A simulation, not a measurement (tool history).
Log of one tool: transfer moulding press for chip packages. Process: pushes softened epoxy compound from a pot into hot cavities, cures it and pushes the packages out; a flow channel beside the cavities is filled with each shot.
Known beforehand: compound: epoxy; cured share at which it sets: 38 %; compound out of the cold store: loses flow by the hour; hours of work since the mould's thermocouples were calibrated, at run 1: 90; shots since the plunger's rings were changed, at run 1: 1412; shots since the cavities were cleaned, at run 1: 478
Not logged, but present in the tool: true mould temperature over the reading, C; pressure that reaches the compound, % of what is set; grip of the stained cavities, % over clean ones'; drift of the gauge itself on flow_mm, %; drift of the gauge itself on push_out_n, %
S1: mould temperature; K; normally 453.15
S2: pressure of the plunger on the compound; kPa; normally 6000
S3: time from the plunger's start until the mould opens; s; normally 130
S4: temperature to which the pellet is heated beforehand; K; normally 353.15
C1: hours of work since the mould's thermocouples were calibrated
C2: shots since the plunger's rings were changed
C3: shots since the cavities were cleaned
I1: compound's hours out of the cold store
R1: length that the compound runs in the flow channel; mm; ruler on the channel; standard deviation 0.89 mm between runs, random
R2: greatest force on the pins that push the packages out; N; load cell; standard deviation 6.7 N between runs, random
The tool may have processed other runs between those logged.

{"run": 1, "hour": 0.0, "S1": 453.15, "S2": 6000, "S3": 130, "S4": 353.15, "C1": 90, "C2": 1412, "C3": 478, "I1": 26.7, "R1": 716.2, "R2": 439}
{"run": 2, "hour": 24.3, "S1": 453.15, "S2": 6000, "S3": 130, "S4": 353.15, "C1": 106, "C2": 1663, "C3": 729, "I1": 35.6, "R1": 687.9, "R2": 478}
{"hour": 31.1, "done": "cavities cleaned with cleaning compound and waxed"}
{"run": 3, "hour": 69.7, "S1": 453.15, "S2": 6000, "S3": 130, "S4": 353.15, "C1": 135, "C2": 2118, "C3": 400, "I1": 47.1, "R1": 654.9, "R2": 557}
{"hour": 109.2, "done": "cavities cleaned with cleaning compound and waxed"}
{"run": 4, "hour": 109.2, "S1": 453.15, "S2": 6000, "S3": 130, "S4": 353.15, "C1": 160, "C2": 2511, "C3": 0, "I1": 44.2, "R1": 660.3, "R2": 257}
{"hour": 123.7, "done": "plunger's sealing rings changed"}
{"run": 5, "hour": 138.9, "S1": 452.15, "S2": 6000, "S3": 130, "S4": 353.15, "C1": 178, "C2": 157, "C3": 282, "I1": 16.7, "R1": 759.1, "R2": 399}
{"hour": 184.6, "done": "cavities cleaned with cleaning compound and waxed, once more"}
{"run": 6, "hour": 192.0, "S1": 452.15, "S2": 6000, "S3": 130, "S4": 353.15, "C1": 212, "C2": 692, "C3": 77, "I1": 14.3, "R1": 763.0, "R2": 313}
{"run": 7, "hour": 232.2, "S1": 452.15, "S2": 6000, "S3": 130, "S4": 353.15, "C1": 238, "C2": 1108, "C3": 493, "I1": 34.6, "R1": 699.8, "R2": 460}
{"hour": 261.5, "done": "cavities cleaned with cleaning compound and waxed"}
{"run": 8, "hour": 281.1, "S1": 452.15, "S2": 6000, "S3": 130, "S4": 353.15, "C1": 269, "C2": 1598, "C3": 202, "I1": 22.5, "R1": 732.7, "R2": 371}
{"run": 9, "hour": 324.8, "S1": 453.15, "S2": 6000, "S3": 124, "S4": 353.15, "C1": 298, "C2": 2052, "C3": 656, "I1": 47.5, "R1": 655.2, "R2": 476}
{"hour": 342.4, "done": "cavities cleaned with cleaning compound and waxed"}
{"run": 10, "hour": 353.2, "S1": 453.15, "S2": 6000, "S3": 130, "S4": 353.15, "C1": 316, "C2": 2330, "C3": 111, "I1": 26.4, "R1": 712.0, "R2": 305}
{"hour": 387.3, "done": "plunger's sealing rings changed"}
{"hour": 400.0, "done": "mould's thermocouples calibrated"}
{"run": 11, "hour": 409.3, "S1": 453.15, "S2": 5080, "S3": 130, "S4": 353.15, "C1": 6, "C2": 206, "C3": 645, "I1": 38.4, "R1": 636.2, "R2": 458}
{"hour": 425.8, "done": "cavities cleaned with cleaning compound and waxed"}
{"run": 12, "hour": 433.6, "S1": 453.15, "S2": 5080, "S3": 130, "S4": 353.15, "C1": 21, "C2": 442, "C3": 80, "I1": 19.2, "R1": 686.9, "R2": 309}
{"run": 13, "hour": 480.1, "S1": 453.15, "S2": 5080, "S3": 130, "S4": 353.15, "C1": 52, "C2": 924, "C3": 562, "I1": 43.8, "R1": 616.2, "R2": 451}
{"hour": 506.0, "done": "cavities cleaned with cleaning compound and waxed"}
{"run": 14, "hour": 521.9, "S1": 453.15, "S2": 5080, "S3": 130, "S4": 353.15, "C1": 78, "C2": 1342, "C3": 165, "I1": 26.4, "R1": 661.1, "R2": 362}
{"run": 15, "hour": 557.8, "S1": 450.15, "S2": 5450, "S3": 130, "S4": 353.15, "C1": 102, "C2": 1714, "C3": 537, "I1": 26.3, "R1": 693.9, "R2": 514}
{"hour": 583.6, "done": "cavities cleaned with cleaning compound and waxed"}
{"run": 16, "hour": 588.2, "S1": 461.15, "S2": 7030, "S3": 158, "S4": 352.15, "C1": 121, "C2": 2013, "C3": 48, "I1": 35.5, "R1": 718.6, "R2": 268}
{"run": 17, "hour": 614.6, "S1": 453.15, "S2": 6000, "S3": 130, "S4": 353.15, "C1": 138, "C2": 2286, "C3": 321, "I1": 32.6, "R1": 695.5, "R2": 401}
{"hour": 651.9, "done": "plunger's sealing rings changed"}
{"run": 18, "hour": 661.0, "S1": 453.15, "S2": 6000, "S3": 130, "S4": 353.15, "C1": 167, "C2": 94, "C3": 775, "I1": 41.5, "R1": 682.8, "R2": 487}
{"hour": 664.9, "done": "cavities cleaned with cleaning compound and waxed"}
{"run": 19, "hour": 693.8, "S1": 453.15, "S2": 6000, "S3": 130, "S4": 353.15, "C1": 188, "C2": 419, "C3": 300, "I1": 8.6, "R1": 781.1, "R2": 397}
{"hour": 743.5, "done": "cavities cleaned with cleaning compound and waxed"}
{"run": 20, "hour": 746.0, "S1": 453.15, "S2": 6000, "S3": 130, "S4": 353.15, "C1": 221, "C2": 944, "C3": 26, "I1": 8.3, "R1": 779.0, "R2": 285}
{"run": 21, "hour": 795.2, "S1": 453.15, "S2": 7160, "S3": 128, "S4": 353.15, "C1": 254, "C2": 1454, "C3": 536, "I1": 25.1, "R1": 787.6, "R2": 448}
{"hour": 821.8, "done": "cavities cleaned with cleaning compound and waxed"}
{"run": 22, "hour": 821.8, "S1": 453.15, "S2": 5130, "S3": 128, "S4": 361.15, "C1": 270, "C2": 1713, "C3": 0, "I1": 40.1, "R1": 626.6, "R2": 274}
{"run": 23, "hour": 866.9, "S1": 453.15, "S2": 4770, "S3": 130, "S4": 346.15, "C1": 300, "C2": 2180, "C3": 467, "I1": 25.6, "R1": 637.6, "R2": 443}
{"hour": 900.0, "done": "cavities cleaned with cleaning compound and waxed"}
{"hour": 915.4, "done": "plunger's sealing rings changed"}
{"run": 24, "hour": 916.6, "S1": 453.15, "S2": 4770, "S3": 130, "S4": 346.15, "C1": 330, "C2": 12, "C3": 146, "I1": 45.7, "R1": 601.6, "R2": 348}
{"hour": 938.9, "done": "mould's thermocouples calibrated"}
{"run": 25, "hour": 966.8, "S1": 453.15, "S2": 4770, "S3": 130, "S4": 346.15, "C1": 18, "C2": 512, "C3": 646, "I1": 30.6, "R1": 636.7, "R2": 491}
{"hour": 982.8, "done": "cavities cleaned with cleaning compound and waxed"}
{"run": 26, "hour": 1010.2, "S1": 459.15, "S2": 5050, "S3": 112, "S4": 355.15, "C1": 46, "C2": 945, "C3": 283, "I1": 15.7, "R1": 673.6, "R2": 382}

Run 27, settings as shown, results not yet in. Your forecast:
{"run": 27, "hour": 1044.2, "S1": 455.15, "S2": 5050, "S3": 112, "S4": 349.15, "C1": 68, "C2": 1297, "C3": 635, "I1": 10.4, "R1": "?", "R2": "?"}

{"run 27": {"R1": 700.8, "R2": 518}}
With the hidden condition absent and the run-to-run variation left alone, this run would have shown R1 709.2 mm, R2 291 N.
